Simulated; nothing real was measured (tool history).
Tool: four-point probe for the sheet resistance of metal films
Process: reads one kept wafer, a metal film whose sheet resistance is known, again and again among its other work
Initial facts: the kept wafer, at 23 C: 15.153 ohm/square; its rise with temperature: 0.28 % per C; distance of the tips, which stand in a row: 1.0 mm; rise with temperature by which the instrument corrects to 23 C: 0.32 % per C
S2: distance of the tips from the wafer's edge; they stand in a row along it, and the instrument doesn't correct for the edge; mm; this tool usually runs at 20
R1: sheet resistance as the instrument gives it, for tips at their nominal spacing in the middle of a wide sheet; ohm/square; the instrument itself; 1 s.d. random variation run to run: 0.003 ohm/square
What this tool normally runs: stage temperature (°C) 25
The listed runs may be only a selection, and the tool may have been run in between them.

run 1 hour=0.0 | stage_temperature_(°C)=25 S2=20 | R1=15.159644
run 2 hour=126.0 | stage_temperature_(°C)=25 S2=20 | R1=15.166834
run 3 hour=179.7 | stage_temperature_(°C)=20 S2=20 | R1=15.192201
run 4 hour=269.6 | stage_temperature_(°C)=20 S2=20 | R1=15.188873
run 5 hour=347.4 | stage_temperature_(°C)=20 S2=20 | R1=15.193633
run 6 hour=412.5 | stage_temperature_(°C)=20 S2=13 | R1=15.224068
run 7 hour=485.3 | stage_temperature_(°C)=20 S2=13 | R1=15.217441
run 8 hour=602.1 | stage_temperature_(°C)=20 S2=13 | R1=15.219980
run 9 hour=674.1 | stage_temperature_(°C)=25 S2=6 | R1=15.371704
run 10 hour=787.6 | stage_temperature_(°C)=25 S2=6 | R1=15.364999
run 11 hour=861.0 | stage_temperature_(°C)=25 S2=6 | R1=15.363679
run 12 hour=975.1 | stage_temperature_(°C)=25 S2=6 | R1=15.366035
run 13 hour=1031.9 | stage_temperature_(°C)=25 S2=6 | R1=15.368116
run 14 hour=1089.6 | stage_temperature_(°C)=25 S2=6 | R1=15.368496
run 15 hour=1163.1 | stage_temperature_(°C)=25 S2=6 | R1=15.365844
run 16 hour=1222.9 | stage_temperature_(°C)=25 S2=20 | R1=15.165711
run 17 hour=1285.2 | stage_temperature_(°C)=28 S2=20 | R1=15.150195
run 18 hour=1404.2 | stage_temperature_(°C)=25 S2=14 | R1=15.187108
run 19 hour=1504.1 | stage_temperature_(°C)=25 S2=20 | R1=15.158631
run 20 hour=1601.1 | stage_temperature_(°C)=25 S2=20 | R1=15.162444
run 21 hour=1697.2 | stage_temperature_(°C)=29 S2=7 | R1=15.284668
run 22 hour=1762.8 | stage_temperature_(°C)=33 S2=51 | R1=15.104421
run 23 hour=1851.6 | stage_temperature_(°C)=33 S2=51 | R1=15.106392
run 24 hour=1963.0 | stage_temperature_(°C)=33 S2=51 | R1=15.101072
run 25 hour=2040.2 | stage_temperature_(°C)=20 S2=19 | R1=15.196352
run 26 hour=2096.7 | stage_temperature_(°C)=20 S2=19 | R1=15.198896
run 27 hour=2170.0 | stage_temperature_(°C)=20 S2=19 | R1=15.192485
run 28 hour=2275.7 | stage_temperature_(°C)=20 S2=19 | R1=15.192559
run 29 hour=2368.1 | stage_temperature_(°C)=20 S2=19 | R1=15.190732
run 30 hour=2472.0 | stage_temperature_(°C)=34 S2=20 | R1=15.120769
run 31 hour=2570.7 | stage_temperature_(°C)=27 S2=29 | R1=15.139625
run 32 hour=2665.8 | stage_temperature_(°C)=19 S2=3 | R1=16.026649
run 33 hour=2722.3 | stage_temperature_(°C)=21 S2=40 | R1=15.171729
run 34 hour=2775.0 | stage_temperature_(°C)=21 S2=40 | R1=15.170077
run 35 hour=2887.7 | stage_temperature_(°C)=28 S2=13 | R1=15.166790
run 36 hour=2978.5 | stage_temperature_(°C)=26 S2=4 | R1=15.631042
run 37 hour=3098.7 | stage_temperature_(°C)=20 S2=57 | R1=15.172161
run 38 hour=3221.3 | stage_temperature_(°C)=22 S2=57 | R1=15.155540
run 39 hour=3316.1 | stage_temperature_(°C)=22 S2=57 | R1=15.159310

Taken out of this log: 2 entries between the listed runs. Where each belongs, and how the hidden state differs across it:
After run 27, before run 28: new probe head fitted (hour 2238.9)
  inner tips' distance over the nominal, %: 0.013 -> -0.004; tips' flats over new ones', %: 1 -> 0
After run 36, before run 37: stage's thermometer calibrated (hour 3008.2)
  wafer's true temperature over the reading, C: 0.01 -> 0
